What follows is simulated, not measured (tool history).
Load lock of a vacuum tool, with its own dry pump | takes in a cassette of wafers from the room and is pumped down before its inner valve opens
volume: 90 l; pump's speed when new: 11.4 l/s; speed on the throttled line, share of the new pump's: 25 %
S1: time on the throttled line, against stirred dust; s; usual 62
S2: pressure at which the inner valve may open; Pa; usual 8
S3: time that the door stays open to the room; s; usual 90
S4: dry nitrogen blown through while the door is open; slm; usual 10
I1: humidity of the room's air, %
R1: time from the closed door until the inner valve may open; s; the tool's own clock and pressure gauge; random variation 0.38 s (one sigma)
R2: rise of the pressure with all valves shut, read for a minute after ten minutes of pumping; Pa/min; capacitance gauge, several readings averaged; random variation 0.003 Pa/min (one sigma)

run,hour,S1,S2,S3,S4,I1,R1,R2
1,0.0,62,8,90,10,41.8,125.1,0.066
2,91.2,62,8,90,8,47.9,125.0,0.076
3,177.2,62,8,90,8,44.0,125.8,0.079
4,276.6,62,8,90,10,43.0,125.2,0.076
5,382.2,62,8,90,10,44.9,124.9,0.070
6,443.0,62,8,90,10,40.8,125.2,0.072
7,538.5,62,8,90,10,44.5,125.2,0.078
8,626.9,62,9,90,10,44.7,124.3,0.076
9,681.1,62,9,90,10,43.2,124.2,0.081
10,750.8,62,9,90,10,43.3,123.8,0.081
11,809.1,62,9,90,10,46.7,124.3,0.085
12,906.4,62,9,90,10,44.6,123.9,0.087
13,984.5,62,9,90,10,41.4,124.1,0.081
14,1053.2,62,8,90,43,41.8,125.6,0.076
15,1160.2,62,8,78,10,40.0,126.1,0.079
16,1227.3,62,8,78,10,44.4,125.6,0.084
17,1279.3,62,8,78,5,42.5,125.8,0.092
18,1336.9,62,8,78,19,45.3,125.9,0.084
19,1391.1,62,14,108,10,44.7,121.0,0.099
20,1467.9,64,9,159,4,46.0,125.8,0.112
21,1567.1,64,12,36,12,43.8,123.4,0.080
22,1658.9,64,12,36,12,43.0,123.7,0.087
23,1742.7,62,8,46,9,45.2,125.4,0.089
24,1848.1,62,8,46,9,43.4,126.0,0.091
25,1904.1,36,8,46,7,46.8,107.0,0.094
26,1969.2,36,8,46,7,44.4,107.5,0.095
27,2064.0,36,8,46,7,48.4,106.3,0.093
28,2114.5,51,8,100,10,46.4,117.4,0.112
29,2190.9,62,7,235,10,44.2,127.0,0.128
30,2248.6,62,7,235,10,47.6,127.4,0.131
31,2295.4,119,8,49,33,42.5,167.2,0.103
32,2346.9,119,8,49,33,43.4,167.0,0.091
33,2426.2,119,8,49,33,45.7,167.7,0.101
34,2512.1,67,8,90,4,49.2,130.1,0.121
35,2605.0,62,8,61,10,45.5,126.2,0.115
36,2669.4,62,8,61,10,43.7,126.5,0.111

Forecast each of these 5 alternatives for the next run:
A,2725.6,62,8,61,10,42.3,?,?
B,2725.6,62,8,61,11,46.9,?,?
C,2725.6,68,8,116,10,47.8,?,?
D,2725.6,62,8,86,10,43.6,?,?
E,2725.6,117,15,58,10,46.4,?,?

run,R1,R2
A,126.7,0.109
B,126.2,0.117
C,130.5,0.124
D,126.4,0.116
E,161.0,0.114
Without the tool's hidden state the same runs would have given:
run,R1,R2
A,121.3,0.016
B,120.9,0.023
C,125.2,0.029
D,121.1,0.021
E,157.4,0.019
